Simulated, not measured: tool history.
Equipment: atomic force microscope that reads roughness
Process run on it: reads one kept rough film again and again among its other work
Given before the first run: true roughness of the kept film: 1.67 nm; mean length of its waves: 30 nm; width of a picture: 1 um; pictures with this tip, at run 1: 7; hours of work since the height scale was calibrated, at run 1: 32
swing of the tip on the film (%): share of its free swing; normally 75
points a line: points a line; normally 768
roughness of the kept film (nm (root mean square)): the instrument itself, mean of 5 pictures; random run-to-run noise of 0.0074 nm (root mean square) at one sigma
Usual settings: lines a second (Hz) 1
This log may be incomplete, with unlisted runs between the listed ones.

run,hour,lines a second (Hz),swing of the tip on the film (%),points a line,pictures with this tip,hours of work since the height scale was calibrated,roughness of the kept film (nm (root mean square))
1,0,1,75,768,7,32,1.533
2,10.9,1,75,768,19,38,1.512
3,17.6,1,75,768,27,42,1.501
4,28.2,1,75,555,39,47,1.494
5,35.2,1,75,555,46,51,1.483
6,40.2,1,75,768,52,54,1.469
7,46.5,1,75,768,59,57,1.454
8,51.8,0.69,75,768,65,60,1.461
# hour 53.5: height scale calibrated on a step standard
9,60.5,1.67,60,312,74,4,1.435
10,66.2,3.21,78,768,80,7,1.32
# hour 67.4: new tip fitted
11,77.5,3.21,78,768,12,13,1.403
12,86.7,0.79,85,556,22,18,1.49
13,92.6,0.59,61,372,29,21,1.54
# hour 98.4: height scale calibrated on a step standard, once more
14,104.7,2.85,75,788,41,3,1.386
15,112.6,1.39,77,366,50,8,1.433

5 ways to go on from here, each from the tool as it stands after run 15. What would each give?
A,120.9,1.05,77,649,60,12,?
B,120.9,0.86,75,349,60,12,?
C,120.9,1,60,768,60,12,?
D,120.9,1.1,87,548,60,12,?
E,120.9,2.36,67,718,60,12,?

run,roughness of the kept film (nm (root mean square))
A,1.458
B,1.458
C,1.491
D,1.404
E,1.447
Without the tool's unlogged condition, the same runs would have read:
run,roughness of the kept film (nm (root mean square))
A,1.55
B,1.551
C,1.586
D,1.493
E,1.539
